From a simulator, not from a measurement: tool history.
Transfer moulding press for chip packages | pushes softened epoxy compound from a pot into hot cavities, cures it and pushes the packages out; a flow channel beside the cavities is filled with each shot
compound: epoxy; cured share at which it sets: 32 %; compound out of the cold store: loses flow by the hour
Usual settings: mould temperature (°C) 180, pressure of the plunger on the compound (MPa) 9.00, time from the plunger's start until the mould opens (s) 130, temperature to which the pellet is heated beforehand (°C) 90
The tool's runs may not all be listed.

| run | hour | mould temperature (°C) | pressure of the plunger on the compound (MPa) | time from the plunger's start until the mould opens (s) | temperature to which the pellet is heated beforehand (°C) | incoming compound's hours out of the cold store | length that the compound runs in the flow channel (mm) | greatest force on the pins that push the packages out (N) |
|---|---|---|---|---|---|---|---|---|
| 1 | 0.0 | 180 | 9.00 | 130 | 90 | 46.9 | 540 | 249 |
|  | 4.6 | cavities cleaned with cleaning compound and waxed |
| 2 | 36.4 | 180 | 9.00 | 130 | 90 | 33.1 | 591 | 254 |
|  | 74.0 | cavities cleaned with cleaning compound and waxed |
|  | 87.1 | plunger's sealing rings changed |
| 3 | 88.4 | 181 | 9.00 | 130 | 90 | 14.5 | 661 | 254 |
| 4 | 123.0 | 177 | 9.00 | 130 | 90 | 21.7 | 631 | 316 |
|  | 147.3 | mould's thermocouples calibrated |
|  | 148.8 | cavities cleaned with cleaning compound and waxed |
| 5 | 173.0 | 177 | 9.00 | 130 | 90 | 22.3 | 637 | 303 |
| 6 | 209.0 | 177 | 9.00 | 130 | 90 | 21.1 | 633 | 323 |
|  | 218.9 | cavities cleaned with cleaning compound and waxed |
| 7 | 245.8 | 177 | 9.00 | 130 | 90 | 27.1 | 608 | 307 |
| 8 | 279.8 | 177 | 9.00 | 130 | 90 | 27.4 | 616 | 311 |
|  | 288.9 | cavities cleaned with cleaning compound and waxed |
| 9 | 330.3 | 177 | 9.00 | 130 | 90 | 40.0 | 568 | 291 |
|  | 358.1 | cavities cleaned with cleaning compound and waxed |
| 10 | 358.1 | 180 | 9.00 | 130 | 90 | 19.4 | 633 | 259 |
| 11 | 382.5 | 180 | 9.00 | 130 | 90 | 24.4 | 619 | 263 |
| 12 | 405.1 | 180 | 9.00 | 130 | 90 | 15.3 | 657 | 260 |
|  | 429.8 | cavities cleaned with cleaning compound and waxed |
| 13 | 444.6 | 180 | 9.00 | 130 | 90 | 33.2 | 587 | 250 |
|  | 461.8 | plunger's sealing rings changed |
| 14 | 492.1 | 180 | 9.00 | 130 | 90 | 21.3 | 627 | 267 |
|  | 505.5 | cavities cleaned with cleaning compound and waxed |
| 15 | 540.6 | 180 | 9.00 | 130 | 90 | 10.7 | 681 | 274 |
|  | 574.4 | cavities cleaned with cleaning compound and waxed |
| 16 | 585.5 | 183 | 10.75 | 130 | 90 | 33.5 | 633 | 226 |
| 17 | 620.0 | 175 | 9.00 | 130 | 92 | 35.8 | 589 | 355 |
|  | 643.8 | cavities cleaned with cleaning compound and waxed |
| 18 | 656.1 | 172 | 8.71 | 124 | 92 | 23.5 | 623 | 517 |
| 19 | 695.9 | 172 | 8.71 | 124 | 92 | 16.0 | 669 | 541 |
|  | 714.2 | cavities cleaned with cleaning compound and waxed |
| 20 | 722.6 | 180 | 7.71 | 115 | 100 | 22.7 | 569 | 327 |
| 21 | 769.2 | 186 | 9.00 | 130 | 97 | 22.7 | 613 | 197 |
|  | 785.8 | cavities cleaned with cleaning compound and waxed |
| 22 | 809.3 | 173 | 9.00 | 130 | 93 | 34.4 | 602 | 378 |
|  | 835.6 | plunger's sealing rings changed |
|  | 857.4 | cavities cleaned with cleaning compound and waxed |
| 23 | 862.1 | 173 | 9.00 | 130 | 93 | 32.3 | 606 | 396 |
| 24 | 895.7 | 180 | 9.00 | 130 | 87 | 40.9 | 559 | 240 |
| 25 | 923.1 | 180 | 8.85 | 130 | 92 | 29.0 | 598 | 251 |
|  | 928.1 | cavities cleaned with cleaning compound and waxed |
| 26 | 970.7 | 182 | 8.10 | 136 | 93 | 45.5 | 517 | 216 |
|  | 998.9 | cavities cleaned with cleaning compound and waxed |
| 27 | 998.9 | 177 | 9.00 | 127 | 90 | 14.1 | 669 | 343 |

The same runs without the tool's hidden state, with the same run-to-run variation:
The hidden state here: true mould temperature over the reading, C; pressure that reaches the compound, % of what is set; grip of the stained cavities, % over clean ones'; drift of the gauge itself on flow_mm, %; drift of the gauge itself on push_out_n, %.
| run | greatest force on the pins that push the packages out (N) |
|---|---|
| 1 | 244 |
| 2 | 251 |
| 3 | 253 |
| 4 | 312 |
| 5 | 300 |
| 6 | 317 |
| 7 | 303 |
| 8 | 305 |
| 9 | 287 |
| 10 | 259 |
| 11 | 261 |
| 12 | 256 |
| 13 | 249 |
| 14 | 263 |
| 15 | 271 |
| 16 | 225 |
| 17 | 349 |
| 18 | 514 |
| 19 | 532 |
| 20 | 326 |
| 21 | 194 |
| 22 | 374 |
| 23 | 395 |
| 24 | 237 |
| 25 | 246 |
| 26 | 213 |
| 27 | 343 |
length that the compound runs in the flow channel (mm): within 1 of the measured result in every run.

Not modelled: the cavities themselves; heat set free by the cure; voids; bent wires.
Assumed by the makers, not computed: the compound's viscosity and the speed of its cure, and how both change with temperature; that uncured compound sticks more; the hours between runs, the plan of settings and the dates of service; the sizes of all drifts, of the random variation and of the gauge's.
